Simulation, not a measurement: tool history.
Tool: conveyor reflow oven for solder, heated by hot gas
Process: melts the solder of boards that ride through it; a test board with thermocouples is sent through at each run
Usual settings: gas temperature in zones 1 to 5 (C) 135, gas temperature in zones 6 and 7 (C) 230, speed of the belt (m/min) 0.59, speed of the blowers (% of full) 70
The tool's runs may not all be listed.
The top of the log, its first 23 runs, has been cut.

| run | hour | gas temperature in zones 1 to 5 (C) | gas temperature in zones 6 and 7 (C) | speed of the belt (m/min) | speed of the blowers (% of full) | hours of work since the flux was cleaned out | hours of work since the belt drive was overhauled | hours of work since the thermocouples were changed | highest temperature of the board (C) | time above the solder's melting point (s) |
|---|---|---|---|---|---|---|---|---|---|---|
| 24 | 1316.9 | 135 | 244 | 0.59 | 61 | 208 | 269 | 711 | 219.9 | 61.5 |
| 25 | 1386.8 | 135 | 244 | 0.59 | 61 | 237 | 298 | 740 | 218.8 | 62 |
| 26 | 1451.4 | 135 | 244 | 0.554 | 74 | 264 | 325 | 766 | 224.5 | 70.7 |
| 27 | 1528.4 | 135 | 244 | 0.554 | 74 | 296 | 357 | 798 | 223.7 | 68.1 |
| 28 | 1581.3 | 135 | 230 | 0.643 | 60 | 318 | 379 | 820 | 203.8 | 40.5 |
| 29 | 1655.6 | 135 | 230 | 0.643 | 60 | 349 | 410 | 851 | 203.3 | 40.2 |
| 30 | 1696.1 | 135 | 230 | 0.643 | 60 | 366 | 427 | 868 | 203.7 | 40.6 |
| 31 | 1760.6 | 127 | 235 | 0.495 | 74 | 393 | 454 | 895 | 217.8 | 69.8 |

Below are 4 alternative next runs, each starting from the tool's condition after run 31. Predict each:
| A | 1808 | 135 | 230 | 0.59 | 63 | 412 | 473 | 915 | ? | ? |
| B | 1808 | 132 | 230 | 0.48 | 70 | 412 | 473 | 915 | ? | ? |
| C | 1808 | 135 | 236 | 0.59 | 79 | 412 | 473 | 915 | ? | ? |
| D | 1808 | 135 | 238 | 0.59 | 70 | 412 | 473 | 915 | ? | ? |

| run | highest temperature of the board (C) | time above the solder's melting point (s) |
|---|---|---|
| A | 206.5 | 48.9 |
| B | 213.5 | 70.5 |
| C | 215.2 | 57.9 |
| D | 214.9 | 57.6 |
With the hidden condition removed and each run's random variation left untouched, the same runs would have given:
| run | highest temperature of the board (C) | time above the solder's melting point (s) |
|---|---|---|
| A | 211.4 | 54.4 |
| B | 218 | 74.9 |
| C | 220.5 | 62.2 |
| D | 220.1 | 61.9 |

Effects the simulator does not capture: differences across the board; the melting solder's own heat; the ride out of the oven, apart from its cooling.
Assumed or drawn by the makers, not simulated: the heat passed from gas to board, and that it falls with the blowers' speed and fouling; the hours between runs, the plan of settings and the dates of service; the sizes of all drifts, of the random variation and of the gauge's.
